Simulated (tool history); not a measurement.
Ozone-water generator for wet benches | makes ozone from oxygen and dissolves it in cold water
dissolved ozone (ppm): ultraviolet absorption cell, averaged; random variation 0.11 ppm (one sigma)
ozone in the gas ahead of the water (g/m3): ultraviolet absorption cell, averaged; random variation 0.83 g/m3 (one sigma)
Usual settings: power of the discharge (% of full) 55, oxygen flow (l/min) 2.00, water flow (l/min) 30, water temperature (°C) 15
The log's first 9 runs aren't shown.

run    hour  power of the discharge (% of full)  oxygen flow (l/min)  water flow (l/min)  water temperature (°C)  dissolved ozone (ppm)  ozone in the gas ahead of the water (g/m3)
 10   431.9                                  50                 2.00                  36                      15                    4.4                                       123.3
 11   479.1                                  55                 2.00                  30                      15                    5.4                                       129.6
 12   527.9                                  55                 2.00                  30                      15                    5.3                                       130.6
 13   567.0                                  55                 2.00                  30                      15                    5.6                                       129.5
 14   630.5                                  55                 2.00                  30                      15                    5.4                                       130.1
 15   681.7                                  55                 2.00                  30                      15                    5.6                                       128.5
 16   739.4                                  55                 2.00                  30                      15                    5.4                                       128.4
 17   790.8                                  55                 2.00                  30                      15                    5.6                                       127.5
 18   836.3                                  74                 2.00                  30                      12                    6.2                                       148.3
 19   881.1                                  90                 2.00                  30                      12                    7.0                                       164.7
      887.9  -- contactor cleaned
 20   928.0                                  59                 2.97                  18                      22                    8.7                                       105.3
 21   965.3                                  51                 2.00                  20                      15                    7.6                                       123.4
 22  1007.5                                  60                 2.13                  28                      11                    6.1                                       129.6
     1048.1  -- contactor cleaned, once more
 23  1061.7                                  60                 2.13                  28                      11                    6.8                                       127.9
 24  1120.6                                  86                 2.00                  29                      15                    7.3                                       160.3
 25  1177.1                                  55                 2.00                  21                       8                    8.6                                       127.4
 26  1234.3                                  52                 1.07                  36                      17                    3.9                                       181.0
 27  1298.0                                  97                 1.07                  36                       7                    5.3                                       248.4
 28  1341.7                                  97                 1.07                  36                       7                    5.4                                       247.0
 29  1388.7                                  90                 2.00                  18                      15                   11.8                                       163.5
 30  1438.7                                  90                 2.00                  18                      15                   12.0                                       163.7
 31  1469.7                                  43                 1.10                  28                       8                    4.9                                       161.0
 32  1497.1                                  57                 1.10                  28                      10                    5.4                                       186.2
 33  1544.2                                  55                 2.00                  45                      20                    3.8                                       126.0
 34  1585.2                                  96                 2.00                  48                       8                    4.7                                       168.1

3 ways to go on from here, each from the tool as it stands after run 34. What would each give?
  A  1630.1                                  55                 2.00                  27                      15                      ?                                           ?
  B  1630.1                                  96                 1.00                  48                      11                      ?                                           ?
  C  1630.1                                  58                 1.54                  30                       9                      ?                                           ?

run  dissolved ozone (ppm)  ozone in the gas ahead of the water (g/m3)
  A                    6.4                                       126.5
  B                    3.7                                       256.7
  C                    5.6                                       151.7
Without the tool's hidden state the same runs would have given:
run  dissolved ozone (ppm)  ozone in the gas ahead of the water (g/m3)
  A                    6.8                                       132.3
  B                    3.9                                       272.3
  C                    5.9                                       158.9
